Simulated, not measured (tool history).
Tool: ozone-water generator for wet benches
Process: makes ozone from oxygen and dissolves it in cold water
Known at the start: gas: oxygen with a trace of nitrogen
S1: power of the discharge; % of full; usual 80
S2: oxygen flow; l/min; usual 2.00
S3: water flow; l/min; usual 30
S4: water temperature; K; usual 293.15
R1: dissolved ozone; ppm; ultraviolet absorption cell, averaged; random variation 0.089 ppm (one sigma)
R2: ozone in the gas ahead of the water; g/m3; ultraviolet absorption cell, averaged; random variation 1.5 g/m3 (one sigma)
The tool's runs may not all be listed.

run 1 day=0.000 | S1=80 S2=2.00 S3=30 S4=293.15 | R1=8.30 R2=265.8
run 2 day=5.725 | S1=80 S2=2.00 S3=30 S4=288.15 | R1=8.71 R2=264.7
run 3 day=11.442 | S1=80 S2=2.00 S3=30 S4=288.15 | R1=8.55 R2=265.0
run 4 day=20.854 | S1=80 S2=2.00 S3=30 S4=289.15 | R1=8.30 R2=266.4
run 5 day=29.312 | S1=80 S2=2.00 S3=30 S4=289.15 | R1=8.28 R2=263.9
run 6 day=35.675 | S1=80 S2=2.00 S3=37 S4=293.15 | R1=6.58 R2=263.3
-- day=39.329 contactor cleaned
run 7 day=43.162 | S1=80 S2=2.00 S3=30 S4=293.15 | R1=8.73 R2=264.4
run 8 day=48.375 | S1=80 S2=1.27 S3=30 S4=293.15 | R1=7.97 R2=349.5
run 9 day=54.638 | S1=80 S2=1.27 S3=30 S4=293.15 | R1=7.77 R2=349.7
run 10 day=60.975 | S1=74 S2=2.00 S3=30 S4=293.15 | R1=8.11 R2=248.8
run 11 day=67.325 | S1=50 S2=2.00 S3=30 S4=293.15 | R1=6.09 R2=185.1
run 12 day=74.183 | S1=50 S2=2.00 S3=30 S4=293.15 | R1=6.06 R2=183.3
run 13 day=79.888 | S1=50 S2=2.00 S3=30 S4=293.15 | R1=6.20 R2=182.6
run 14 day=86.629 | S1=50 S2=2.00 S3=30 S4=293.15 | R1=5.89 R2=182.6
run 15 day=94.746 | S1=80 S2=2.00 S3=44 S4=293.15 | R1=5.74 R2=264.8
run 16 day=99.333 | S1=80 S2=2.00 S3=18 S4=293.15 | R1=14.25 R2=261.6
run 17 day=103.821 | S1=80 S2=1.35 S3=43 S4=293.15 | R1=5.21 R2=334.8
run 18 day=112.625 | S1=80 S2=1.35 S3=43 S4=293.15 | R1=5.13 R2=334.7
run 19 day=120.258 | S1=50 S2=2.00 S3=31 S4=293.15 | R1=5.64 R2=182.3
run 20 day=128.233 | S1=50 S2=2.00 S3=31 S4=293.15 | R1=5.81 R2=183.0
run 21 day=137.329 | S1=50 S2=2.00 S3=31 S4=293.15 | R1=5.65 R2=181.8
run 22 day=142.371 | S1=95 S2=1.30 S3=30 S4=293.15 | R1=8.65 R2=388.4
run 23 day=150.708 | S1=80 S2=3.24 S3=38 S4=293.15 | R1=7.19 R2=192.0
run 24 day=155.938 | S1=80 S2=3.24 S3=38 S4=293.15 | R1=7.11 R2=192.5
run 25 day=162.446 | S1=80 S2=3.24 S3=38 S4=293.15 | R1=7.18 R2=190.1
-- day=162.958 water thermometer calibrated
run 26 day=166.875 | S1=72 S2=2.66 S3=38 S4=293.15 | R1=6.37 R2=200.3
run 27 day=175.654 | S1=72 S2=2.66 S3=38 S4=293.15 | R1=6.27 R2=199.6
run 28 day=180.833 | S1=72 S2=3.46 S3=38 S4=292.15 | R1=6.67 R2=169.7
run 29 day=186.362 | S1=54 S2=2.34 S3=30 S4=293.15 | R1=6.16 R2=173.5
run 30 day=192.608 | S1=99 S2=1.95 S3=30 S4=290.15 | R1=9.63 R2=308.1
run 31 day=199.354 | S1=88 S2=1.24 S3=42 S4=300.15 | R1=5.24 R2=371.5
run 32 day=205.696 | S1=88 S2=1.49 S3=42 S4=290.15 | R1=5.82 R2=332.4

Forecast each of these 5 alternatives for the next run:
run A day=209.842 | S1=80 S2=1.73 S3=30 S4=293.15 | R1=? R2=?
run B day=209.842 | S1=80 S2=2.00 S3=48 S4=293.15 | R1=? R2=?
run C day=209.842 | S1=53 S2=3.39 S3=29 S4=290.15 | R1=? R2=?
run D day=209.842 | S1=80 S2=2.00 S3=24 S4=293.15 | R1=? R2=?
run E day=209.842 | S1=44 S2=2.00 S3=20 S4=297.15 | R1=? R2=?

run=A R1=7.94 R2=280.0
run=B R1=4.89 R2=255.6
run=C R1=6.93 R2=135.4
run=D R1=10.29 R2=256.2
run=E R1=7.91 R2=163.0
Without the tool's hidden state the same runs would have given:
run=A R1=8.99 R2=305.8
run=B R1=5.55 R2=279.3
run=C R1=7.64 R2=144.2
run=D R1=11.63 R2=279.7
run=E R1=8.57 R2=171.6
